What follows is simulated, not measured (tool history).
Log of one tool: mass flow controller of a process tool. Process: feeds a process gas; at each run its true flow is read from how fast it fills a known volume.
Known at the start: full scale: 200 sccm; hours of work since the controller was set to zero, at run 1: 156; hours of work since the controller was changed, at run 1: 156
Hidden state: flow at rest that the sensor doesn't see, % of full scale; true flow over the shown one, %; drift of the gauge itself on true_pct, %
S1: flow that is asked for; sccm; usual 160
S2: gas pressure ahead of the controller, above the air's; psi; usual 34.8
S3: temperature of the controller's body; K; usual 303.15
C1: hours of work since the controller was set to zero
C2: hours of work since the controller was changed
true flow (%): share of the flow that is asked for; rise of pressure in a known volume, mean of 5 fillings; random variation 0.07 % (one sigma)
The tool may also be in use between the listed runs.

run 1 day=0.000 | S1=160 S2=34.8 S3=303.15 | C1=156 C2=156 | true_flow_(%)=99.46
run 2 day=12.375 | S1=160 S2=34.8 S3=303.15 | C1=266 C2=266 | true_flow_(%)=99.51
run 3 day=24.250 | S1=160 S2=34.8 S3=303.15 | C1=371 C2=371 | true_flow_(%)=99.37
run 4 day=35.062 | S1=160 S2=34.8 S3=303.15 | C1=467 C2=467 | true_flow_(%)=99.34
run 5 day=47.738 | S1=160 S2=34.8 S3=303.15 | C1=579 C2=579 | true_flow_(%)=99.42
run 6 day=63.500 | S1=160 S2=21.5 S3=303.15 | C1=719 C2=719 | true_flow_(%)=99.04
run 7 day=78.888 | S1=160 S2=34.8 S3=303.15 | C1=855 C2=855 | true_flow_(%)=99.61
run 8 day=90.658 | S1=160 S2=34.8 S3=303.15 | C1=960 C2=960 | true_flow_(%)=99.66
run 9 day=104.329 | S1=160 S2=26.8 S3=303.15 | C1=1081 C2=1081 | true_flow_(%)=99.41
run 10 day=119.383 | S1=160 S2=26.8 S3=303.15 | C1=1214 C2=1214 | true_flow_(%)=99.36
-- day=120.288 controller's zero set anew
run 11 day=133.971 | S1=160 S2=26.8 S3=303.15 | C1=121 C2=1343 | true_flow_(%)=99.62
run 12 day=149.179 | S1=160 S2=34.8 S3=303.15 | C1=256 C2=1478 | true_flow_(%)=99.95
run 13 day=157.829 | S1=45 S2=28.3 S3=310.15 | C1=333 C2=1555 | true_flow_(%)=97.88
-- day=163.450 controller's zero set anew, once more
run 14 day=172.567 | S1=50 S2=23.9 S3=310.15 | C1=81 C2=1685 | true_flow_(%)=97.52
run 15 day=184.683 | S1=89 S2=23.5 S3=299.15 | C1=188 C2=1792 | true_flow_(%)=98.86
run 16 day=200.946 | S1=89 S2=37.0 S3=299.15 | C1=332 C2=1936 | true_flow_(%)=99.31
run 17 day=213.346 | S1=29 S2=37.0 S3=304.15 | C1=442 C2=2046 | true_flow_(%)=98.84

Run 18 comes next. What will it give?
run 18 day=224.196 | S1=29 S2=37.0 S3=304.15 | C1=538 C2=2142 | true_flow_(%)=?

{"run 18": {"true flow (%)": 98.67}}
Without the tool's hidden state the same run would have given true flow (%) 97.16.
